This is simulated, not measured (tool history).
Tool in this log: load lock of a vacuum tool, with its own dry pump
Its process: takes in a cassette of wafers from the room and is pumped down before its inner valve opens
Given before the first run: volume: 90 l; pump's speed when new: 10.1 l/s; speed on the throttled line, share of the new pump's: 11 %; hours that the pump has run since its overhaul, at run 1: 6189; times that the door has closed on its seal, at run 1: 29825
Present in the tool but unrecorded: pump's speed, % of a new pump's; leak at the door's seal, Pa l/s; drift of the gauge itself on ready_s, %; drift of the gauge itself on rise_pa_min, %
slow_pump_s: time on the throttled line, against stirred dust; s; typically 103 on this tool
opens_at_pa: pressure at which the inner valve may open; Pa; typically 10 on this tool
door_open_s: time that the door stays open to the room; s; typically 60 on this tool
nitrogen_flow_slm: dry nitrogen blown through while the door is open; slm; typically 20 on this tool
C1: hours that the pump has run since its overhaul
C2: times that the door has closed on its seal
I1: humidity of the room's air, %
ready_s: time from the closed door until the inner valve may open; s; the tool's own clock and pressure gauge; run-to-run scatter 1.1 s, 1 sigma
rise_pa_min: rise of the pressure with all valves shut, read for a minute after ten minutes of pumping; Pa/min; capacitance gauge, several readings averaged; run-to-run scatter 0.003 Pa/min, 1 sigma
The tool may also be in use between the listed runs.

{"run": 1, "hour": 0.0, "slow_pump_s": 103, "opens_at_pa": 10, "door_open_s": 60, "nitrogen_flow_slm": 20, "C1": 6189, "C2": 29825, "I1": 48.7, "ready_s": 179.7, "rise_pa_min": 0.361}
{"run": 2, "hour": 246.2, "slow_pump_s": 103, "opens_at_pa": 10, "door_open_s": 60, "nitrogen_flow_slm": 20, "C1": 6435, "C2": 30903, "I1": 44.0, "ready_s": 178.2, "rise_pa_min": 0.37}
{"run": 3, "hour": 389.5, "slow_pump_s": 103, "opens_at_pa": 10, "door_open_s": 60, "nitrogen_flow_slm": 20, "C1": 6578, "C2": 31530, "I1": 43.2, "ready_s": 179.0, "rise_pa_min": 0.383}
{"run": 4, "hour": 594.4, "slow_pump_s": 103, "opens_at_pa": 10, "door_open_s": 60, "nitrogen_flow_slm": 20, "C1": 6783, "C2": 32427, "I1": 40.5, "ready_s": 179.9, "rise_pa_min": 0.394}
{"run": 5, "hour": 718.6, "slow_pump_s": 103, "opens_at_pa": 10, "door_open_s": 60, "nitrogen_flow_slm": 20, "C1": 6907, "C2": 32970, "I1": 43.0, "ready_s": 178.7, "rise_pa_min": 0.406}
{"run": 6, "hour": 915.0, "slow_pump_s": 103, "opens_at_pa": 10, "door_open_s": 60, "nitrogen_flow_slm": 20, "C1": 7104, "C2": 33830, "I1": 44.4, "ready_s": 177.0, "rise_pa_min": 0.433}
{"run": 7, "hour": 1026.1, "slow_pump_s": 88, "opens_at_pa": 10, "door_open_s": 60, "nitrogen_flow_slm": 20, "C1": 7215, "C2": 34316, "I1": 49.8, "ready_s": 166.5, "rise_pa_min": 0.446}
{"run": 8, "hour": 1236.7, "slow_pump_s": 88, "opens_at_pa": 10, "door_open_s": 60, "nitrogen_flow_slm": 20, "C1": 7425, "C2": 35238, "I1": 46.7, "ready_s": 165.2, "rise_pa_min": 0.448}
{"run": 9, "hour": 1341.0, "slow_pump_s": 88, "opens_at_pa": 10, "door_open_s": 60, "nitrogen_flow_slm": 20, "C1": 7530, "C2": 35695, "I1": 46.0, "ready_s": 164.5, "rise_pa_min": 0.454}
{"run": 10, "hour": 1478.4, "slow_pump_s": 88, "opens_at_pa": 10, "door_open_s": 60, "nitrogen_flow_slm": 20, "C1": 7667, "C2": 36296, "I1": 42.6, "ready_s": 167.0, "rise_pa_min": 0.458}
{"run": 11, "hour": 1711.0, "slow_pump_s": 103, "opens_at_pa": 10, "door_open_s": 60, "nitrogen_flow_slm": 20, "C1": 7900, "C2": 37314, "I1": 46.1, "ready_s": 179.7, "rise_pa_min": 0.48}
{"run": 12, "hour": 1845.3, "slow_pump_s": 103, "opens_at_pa": 10, "door_open_s": 60, "nitrogen_flow_slm": 20, "C1": 8034, "C2": 37902, "I1": 43.8, "ready_s": 180.5, "rise_pa_min": 0.489}
{"run": 13, "hour": 2042.9, "slow_pump_s": 103, "opens_at_pa": 10, "door_open_s": 30, "nitrogen_flow_slm": 20, "C1": 8232, "C2": 38767, "I1": 42.3, "ready_s": 180.6, "rise_pa_min": 0.507}
{"run": 14, "hour": 2228.2, "slow_pump_s": 103, "opens_at_pa": 10, "door_open_s": 60, "nitrogen_flow_slm": 20, "C1": 8417, "C2": 39578, "I1": 45.9, "ready_s": 178.7, "rise_pa_min": 0.516}
{"run": 15, "hour": 2360.3, "slow_pump_s": 103, "opens_at_pa": 10, "door_open_s": 60, "nitrogen_flow_slm": 20, "C1": 8549, "C2": 40156, "I1": 46.0, "ready_s": 180.2, "rise_pa_min": 0.538}
{"run": 16, "hour": 2600.9, "slow_pump_s": 103, "opens_at_pa": 10, "door_open_s": 118, "nitrogen_flow_slm": 20, "C1": 8790, "C2": 41209, "I1": 45.5, "ready_s": 181.1, "rise_pa_min": 0.58}
{"run": 17, "hour": 2803.5, "slow_pump_s": 103, "opens_at_pa": 10, "door_open_s": 118, "nitrogen_flow_slm": 4, "C1": 8992, "C2": 42096, "I1": 46.0, "ready_s": 180.3, "rise_pa_min": 0.624}
{"run": 18, "hour": 2999.0, "slow_pump_s": 103, "opens_at_pa": 10, "door_open_s": 118, "nitrogen_flow_slm": 4, "C1": 9188, "C2": 42951, "I1": 45.0, "ready_s": 181.7, "rise_pa_min": 0.63}
{"run": 19, "hour": 3108.8, "slow_pump_s": 91, "opens_at_pa": 7, "door_open_s": 172, "nitrogen_flow_slm": 6, "C1": 9297, "C2": 43432, "I1": 46.8, "ready_s": 173.5, "rise_pa_min": 0.66}
{"run": 20, "hour": 3264.5, "slow_pump_s": 91, "opens_at_pa": 7, "door_open_s": 172, "nitrogen_flow_slm": 6, "C1": 9453, "C2": 44113, "I1": 45.0, "ready_s": 173.4, "rise_pa_min": 0.663}
{"run": 21, "hour": 3492.8, "slow_pump_s": 91, "opens_at_pa": 7, "door_open_s": 172, "nitrogen_flow_slm": 6, "C1": 9682, "C2": 45112, "I1": 47.0, "ready_s": 175.2, "rise_pa_min": 0.681}
{"run": 22, "hour": 3598.4, "slow_pump_s": 195, "opens_at_pa": 10, "door_open_s": 60, "nitrogen_flow_slm": 8, "C1": 9787, "C2": 45575, "I1": 42.6, "ready_s": 261.6, "rise_pa_min": 0.667}
{"run": 23, "hour": 3728.7, "slow_pump_s": 195, "opens_at_pa": 10, "door_open_s": 60, "nitrogen_flow_slm": 18, "C1": 9917, "C2": 46145, "I1": 43.4, "ready_s": 262.6, "rise_pa_min": 0.659}
{"run": 24, "hour": 3959.1, "slow_pump_s": 53, "opens_at_pa": 10, "door_open_s": 60, "nitrogen_flow_slm": 11, "C1": 10148, "C2": 47154, "I1": 41.2, "ready_s": 137.1, "rise_pa_min": 0.702}
{"run": 25, "hour": 4075.5, "slow_pump_s": 53, "opens_at_pa": 10, "door_open_s": 60, "nitrogen_flow_slm": 11, "C1": 10264, "C2": 47663, "I1": 43.7, "ready_s": 137.3, "rise_pa_min": 0.708}
{"run": 26, "hour": 4179.2, "slow_pump_s": 151, "opens_at_pa": 11, "door_open_s": 34, "nitrogen_flow_slm": 7, "C1": 10368, "C2": 48117, "I1": 45.9, "ready_s": 223.2, "rise_pa_min": 0.713}
{"run": 27, "hour": 4330.6, "slow_pump_s": 67, "opens_at_pa": 10, "door_open_s": 75, "nitrogen_flow_slm": 20, "C1": 10519, "C2": 48780, "I1": 40.7, "ready_s": 151.0, "rise_pa_min": 0.698}
{"run": 28, "hour": 4460.5, "slow_pump_s": 67, "opens_at_pa": 10, "door_open_s": 75, "nitrogen_flow_slm": 20, "C1": 10649, "C2": 49348, "I1": 46.4, "ready_s": 151.0, "rise_pa_min": 0.754}
{"run": 29, "hour": 4590.1, "slow_pump_s": 119, "opens_at_pa": 20, "door_open_s": 55, "nitrogen_flow_slm": 17, "C1": 10779, "C2": 49915, "I1": 47.8, "ready_s": 189.2, "rise_pa_min": 0.742}
{"run": 30, "hour": 4763.8, "slow_pump_s": 94, "opens_at_pa": 11, "door_open_s": 82, "nitrogen_flow_slm": 21, "C1": 10953, "C2": 50676, "I1": 43.1, "ready_s": 174.3, "rise_pa_min": 0.755}
{"hour": 4811.4, "done": "door's seal changed, seat wiped"}
{"run": 31, "hour": 4900.5, "slow_pump_s": 94, "opens_at_pa": 11, "door_open_s": 82, "nitrogen_flow_slm": 21, "C1": 11088, "C2": 390, "I1": 43.9, "ready_s": 175.0, "rise_pa_min": 0.044}
{"run": 32, "hour": 5000.9, "slow_pump_s": 103, "opens_at_pa": 10, "door_open_s": 231, "nitrogen_flow_slm": 34, "C1": 11188, "C2": 829, "I1": 48.6, "ready_s": 184.3, "rise_pa_min": 0.06}

Each row is a separate what-if for the run after 32, all from the same tool condition, not one after another. Results?
{"run": "A", "hour": 5183.0, "slow_pump_s": 117, "opens_at_pa": 13, "door_open_s": 231, "nitrogen_flow_slm": 29, "C1": 11370, "C2": 1627, "I1": 45.9, "ready_s": "?", "rise_pa_min": "?"}
{"run": "B", "hour": 5183.0, "slow_pump_s": 67, "opens_at_pa": 9, "door_open_s": 231, "nitrogen_flow_slm": 34, "C1": 11370, "C2": 1627, "I1": 44.5, "ready_s": "?", "rise_pa_min": "?"}
{"run": "C", "hour": 5183.0, "slow_pump_s": 103, "opens_at_pa": 10, "door_open_s": 229, "nitrogen_flow_slm": 34, "C1": 11370, "C2": 1627, "I1": 46.4, "ready_s": "?", "rise_pa_min": "?"}
{"run": "D", "hour": 5183.0, "slow_pump_s": 103, "opens_at_pa": 10, "door_open_s": 76, "nitrogen_flow_slm": 34, "C1": 11370, "C2": 1627, "I1": 41.5, "ready_s": "?", "rise_pa_min": "?"}

run=A ready_s=194.5 rise_pa_min=0.067
run=B ready_s=152.5 rise_pa_min=0.065
run=C ready_s=182.5 rise_pa_min=0.063
run=D ready_s=182.6 rise_pa_min=0.042
With no hidden state in the tool, these same runs would have given:
run=A ready_s=185.8 rise_pa_min=0.060
run=B ready_s=142.8 rise_pa_min=0.057
run=C ready_s=173.5 rise_pa_min=0.056
run=D ready_s=173.6 rise_pa_min=0.035
